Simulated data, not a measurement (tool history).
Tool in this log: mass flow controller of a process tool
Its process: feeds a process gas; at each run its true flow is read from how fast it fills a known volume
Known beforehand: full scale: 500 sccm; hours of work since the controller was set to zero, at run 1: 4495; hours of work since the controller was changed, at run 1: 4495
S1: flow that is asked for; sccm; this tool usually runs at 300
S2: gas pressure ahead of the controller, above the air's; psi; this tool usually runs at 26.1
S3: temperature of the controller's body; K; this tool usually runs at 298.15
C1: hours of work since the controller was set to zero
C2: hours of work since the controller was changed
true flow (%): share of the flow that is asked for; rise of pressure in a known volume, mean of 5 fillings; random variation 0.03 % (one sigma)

Run 1, hour 0.0: usual settings; C1 4495; C2 4495. Result: true flow (%) 99.52.
Run 2, hour 163.6: usual settings; C1 4555; C2 4555. Result: true flow (%) 99.44.
Run 3, hour 456.3: usual settings but S2 38.4 psi; C1 4662; C2 4662. Result: true flow (%) 100.10.
Run 4, hour 703.9: usual settings but S2 38.4 psi, S3 293.15 K; C1 4753; C2 4753. Result: true flow (%) 99.97.
Run 5, hour 871.8: usual settings but S2 38.4 psi, S3 293.15 K; C1 4815; C2 4815. Result: true flow (%) 100.01.
Run 6, hour 1101.1: usual settings but S1 77 sccm; C1 4899; C2 4899. Result: true flow (%) 99.08.
Run 7, hour 1328.9: usual settings but S1 77 sccm; C1 4983; C2 4983. Result: true flow (%) 99.03.
Run 8, hour 1535.6: usual settings but S1 77 sccm; C1 5059; C2 5059. Result: true flow (%) 99.06.
Run 9, hour 1708.4: usual settings but S1 77 sccm; C1 5122; C2 5122. Result: true flow (%) 99.11.
Run 10, hour 1956.7: usual settings but S1 77 sccm; C1 5214; C2 5214. Result: true flow (%) 99.07.
Run 11, hour 2275.0: usual settings but S1 278 sccm; C1 5331; C2 5331. Result: true flow (%) 99.48.
Run 12, hour 2432.6: usual settings but S1 278 sccm; C1 5388; C2 5388. Result: true flow (%) 99.42.
Run 13, hour 2664.6: usual settings but S1 494 sccm; C1 5474; C2 5474. Result: true flow (%) 99.86.
Run 14, hour 2959.3: usual settings but S1 494 sccm; C1 5582; C2 5582. Result: true flow (%) 99.86.
Run 15, hour 3269.0: usual settings but S2 20.6 psi; C1 5696; C2 5696. Result: true flow (%) 99.22.
Run 16, hour 3455.8: usual settings but S3 300.15 K; C1 5764; C2 5764. Result: true flow (%) 99.51.
Run 17, hour 3610.1: usual settings but S1 74 sccm, S2 28.6 psi, S3 300.15 K; C1 5821; C2 5821. Result: true flow (%) 99.29.
Run 18, hour 3926.3: usual settings but S1 162 sccm, S2 32.2 psi; C1 5937; C2 5937. Result: true flow (%) 99.55.
Run 19, hour 4192.5: usual settings but S1 162 sccm, S2 32.2 psi; C1 6035; C2 6035. Result: true flow (%) 99.54.
Run 20, hour 4426.5: usual settings but S1 162 sccm, S2 26.7 psi; C1 6121; C2 6121. Result: true flow (%) 99.25.
Run 21, hour 4574.2: usual settings but S1 392 sccm, S3 309.15 K; C1 6175; C2 6175. Result: true flow (%) 99.96.
Run 22, hour 4877.5: usual settings but S1 392 sccm, S3 309.15 K; C1 6287; C2 6287. Result: true flow (%) 99.95.
Run 23, hour 5196.3: usual settings but S1 180 sccm, S2 22.2 psi, S3 295.15 K; C1 6404; C2 6404. Result: true flow (%) 98.97.
Run 24, hour 5462.3: usual settings but S1 398 sccm, S2 30.0 psi, S3 297.15 K; C1 6502; C2 6502. Result: true flow (%) 99.85.
At hour 5536.6: controller exchanged for a calibrated one.
Run 25, hour 5748.2: usual settings but S1 257 sccm, S2 29.4 psi; C1 78; C2 78. Result: true flow (%) 99.55.
Run 26, hour 5913.2: usual settings but S1 245 sccm, S2 35.4 psi, S3 301.15 K; C1 138; C2 138. Result: true flow (%) 99.98.
Run 27, hour 6089.2: usual settings but S1 315 sccm, S2 36.4 psi, S3 300.15 K; C1 203; C2 203. Result: true flow (%) 100.13.
Run 28, hour 6322.7: usual settings but S1 315 sccm, S2 36.4 psi, S3 310.15 K; C1 289; C2 289. Result: true flow (%) 100.36.
Run 29, hour 6483.5: usual settings but S2 36.0 psi, S3 300.15 K; C1 348; C2 348. Result: true flow (%) 100.07.
Run 30, hour 6735.9: usual settings but S2 21.5 psi, S3 305.15 K; C1 441; C2 441. Result: true flow (%) 99.45.
Run 31, hour 7043.0: usual settings but S2 21.5 psi, S3 305.15 K; C1 553; C2 553. Result: true flow (%) 99.44.
Run 32, hour 7347.0: usual settings but S2 21.5 psi, S3 300.15 K; C1 665; C2 665. Result: true flow (%) 99.28.

Hidden condition of the tool, last listed run before each entry between runs versus first listed run after:
After run 24, before run 25: controller exchanged for a calibrated one (hour 5536.6)
  flow at rest that the sensor doesn't see, % of full scale: -0.003 -> 0
